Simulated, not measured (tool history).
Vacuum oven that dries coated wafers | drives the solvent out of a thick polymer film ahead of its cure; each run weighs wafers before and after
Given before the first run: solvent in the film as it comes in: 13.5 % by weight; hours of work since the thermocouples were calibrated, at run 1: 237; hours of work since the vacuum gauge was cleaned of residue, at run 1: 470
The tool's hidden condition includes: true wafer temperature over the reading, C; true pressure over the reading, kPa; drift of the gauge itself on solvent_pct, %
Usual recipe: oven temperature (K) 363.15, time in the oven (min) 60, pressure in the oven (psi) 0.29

run	hour	oven temperature (K)	time in the oven (min)	pressure in the oven (psi)	hours of work since the thermocouples were calibrated	hours of work since the vacuum gauge was cleaned of residue	solvent left in the film (%)
1	0	363.15	60	0.29	237	470	2.21
2	12.7	363.15	32	0.29	246	478	3.61
3	29.9	363.15	32	0.29	256	489	3.65
4	57.7	363.15	32	0.29	274	506	3.66
5	70.5	363.15	32	0.29	282	515	3.65
6	98.7	363.15	60	0.29	300	533	2.27
7	123.7	361.15	60	0.29	316	548	2.61
8	146.4	363.15	60	1.07	331	563	7.05
9	168.7	363.15	60	1.07	345	577	6.94
# hour 172.8: oven's thermocouples calibrated
10	192.5	375.15	34	0.376	13	591	2.07
11	209.9	364.15	88	0.376	24	602	2.49
12	238.7	361.15	65	0.29	42	620	2.57

4 ways to go on from here, each from the tool as it stands after run 12. What would each give?
A	267.4	361.15	60	0.522	60	639	?
B	267.4	363.15	58	0.175	60	639	?
C	267.4	364.15	65	0.29	60	639	?
D	267.4	356.15	65	0.29	60	639	?

run	solvent left in the film (%)
A	4.26
B	1.78
C	2.2
D	3.49
Take away the tool's hidden state, keep each run's random variation, and the runs would have read:
run	solvent left in the film (%)
A	3.8
B	1.45
C	1.87
D	3
